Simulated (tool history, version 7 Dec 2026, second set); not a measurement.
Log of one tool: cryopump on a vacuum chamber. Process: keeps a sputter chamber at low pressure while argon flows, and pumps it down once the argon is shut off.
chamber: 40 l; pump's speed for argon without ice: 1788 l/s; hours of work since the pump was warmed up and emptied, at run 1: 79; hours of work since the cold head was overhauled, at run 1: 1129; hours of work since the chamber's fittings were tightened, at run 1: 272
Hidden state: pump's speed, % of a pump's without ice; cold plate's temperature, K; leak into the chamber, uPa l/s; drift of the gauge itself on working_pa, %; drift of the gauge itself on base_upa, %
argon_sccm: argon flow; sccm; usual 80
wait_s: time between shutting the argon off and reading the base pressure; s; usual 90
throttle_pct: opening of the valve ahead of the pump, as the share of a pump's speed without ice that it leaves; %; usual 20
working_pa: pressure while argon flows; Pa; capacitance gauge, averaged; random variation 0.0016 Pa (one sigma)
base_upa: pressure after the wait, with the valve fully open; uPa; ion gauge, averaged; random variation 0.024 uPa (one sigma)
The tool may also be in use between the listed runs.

run	day	argon_sccm	wait_s	throttle_pct	hours of work since the pump was warmed up and emptied	hours of work since the cold head was overhauled	hours of work since the chamber's fittings were tightened	working_pa	base_upa
1	0	80	90	20	79	1129	272	0.3811	1.35
2	1.167	36	90	20	100	1150	293	0.1711	1.37
3	2.392	80	90	20	122	1171	315	0.3838	1.45
4	4.058	80	90	20	151	1201	344	0.3827	1.49
5	5.075	52	90	20	169	1219	362	0.248	1.55
6	6.533	52	90	20	195	1245	388	0.2485	1.54
7	8.288	80	90	20	226	1276	419	0.3821	1.62
8	9.062	80	90	20	240	1290	433	0.3832	1.62
9	10.983	80	90	20	274	1324	467	0.384	1.64
10	11.946	80	90	20	291	1341	484	0.3853	1.78
11	13.625	80	90	20	321	1370	513	0.3836	1.77
12	14.917	80	90	23	343	1393	536	0.3359	1.79
13	16.529	80	90	23	372	1422	565	0.3369	1.79
14	18.038	86	90	23	399	1449	592	0.3627	1.92
15	19.862	86	90	23	431	1481	624	0.3611	2
16	21.021	82	90	23	452	1501	644	0.3448	2.01
17	22.254	61	23	20	473	1523	666	0.2943	4.2
18	23.738	96	90	32	500	1550	693	0.2936	2.08
19	24.962	50	215	20	521	1571	714	0.2428	1.68
20	26.35	47	215	20	546	1596	739	0.2288	1.71
21	27.379	47	215	20	564	1614	757	0.2268	1.75
22	28.442	44	90	20	583	1633	776	0.2119	2.17
23	30.246	35	167	20	615	1665	808	0.1698	1.95
24	32.025	86	22	31	647	1696	839	0.2749	4.78
25	33.479	86	22	17	672	1722	865	0.49	4.71
26	34.358	80	90	17	688	1738	881	0.4538	2.44

4 ways to go on from here, each from the tool as it stands after run 26. What would each give?
A	35.854	85	40	17	714	1764	907	?	?
B	35.854	110	90	45	714	1764	907	?	?
C	35.854	80	90	29	714	1764	907	?	?
D	35.854	71	213	29	714	1764	907	?	?

run	working_pa	base_upa
A	0.4855	3.46
B	0.2472	2.43
C	0.2727	2.44
D	0.2431	2.08
Without the tool's hidden state the same runs would have given:
run	working_pa	base_upa
A	0.4728	1.9
B	0.2307	0.93
C	0.2607	0.9
D	0.2324	0.51
